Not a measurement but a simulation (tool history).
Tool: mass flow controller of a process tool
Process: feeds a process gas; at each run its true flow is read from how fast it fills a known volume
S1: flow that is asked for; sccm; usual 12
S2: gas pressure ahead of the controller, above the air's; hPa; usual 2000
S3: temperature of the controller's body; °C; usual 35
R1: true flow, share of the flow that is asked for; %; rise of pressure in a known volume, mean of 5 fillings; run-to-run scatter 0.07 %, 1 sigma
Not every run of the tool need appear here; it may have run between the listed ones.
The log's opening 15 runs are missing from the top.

{"run": 16, "hour": 1936.4, "S1": 12, "S2": 2000, "S3": 39, "R1": 98.54}
{"run": 17, "hour": 2035.3, "S1": 12, "S2": 2000, "S3": 35, "R1": 98.64}
{"run": 18, "hour": 2158.5, "S1": 7, "S2": 1700, "S3": 35, "R1": 97.79}
{"run": 19, "hour": 2319.9, "S1": 12, "S2": 2000, "S3": 21, "R1": 99.0}
{"run": 20, "hour": 2474.7, "S1": 12, "S2": 2000, "S3": 21, "R1": 98.95}
{"hour": 2487.5, "done": "controller's zero set anew"}
{"run": 21, "hour": 2609.8, "S1": 7, "S2": 2420, "S3": 24, "R1": 97.24}
{"run": 22, "hour": 2721.2, "S1": 12, "S2": 1780, "S3": 35, "R1": 98.81}
{"run": 23, "hour": 2802.0, "S1": 12, "S2": 1780, "S3": 35, "R1": 98.79}
{"run": 24, "hour": 2941.2, "S1": 18, "S2": 2050, "S3": 35, "R1": 99.63}
{"hour": 3084.1, "done": "controller's zero set anew, once more"}
{"run": 25, "hour": 3084.1, "S1": 4, "S2": 2740, "S3": 23, "R1": 97.66}
{"run": 26, "hour": 3186.9, "S1": 7, "S2": 2130, "S3": 28, "R1": 98.68}
{"run": 27, "hour": 3319.3, "S1": 12, "S2": 2000, "S3": 24, "R1": 99.5}
{"run": 28, "hour": 3426.5, "S1": 3, "S2": 2470, "S3": 35, "R1": 97.31}

Run 29 comes next. What will it give?
{"run": 29, "hour": 3576.9, "S1": 4, "S2": 2000, "S3": 22, "R1": "?"}

Run 29 measured R1 98.26 %.
Without the tool's hidden state the same run would have given R1 97.65 %.
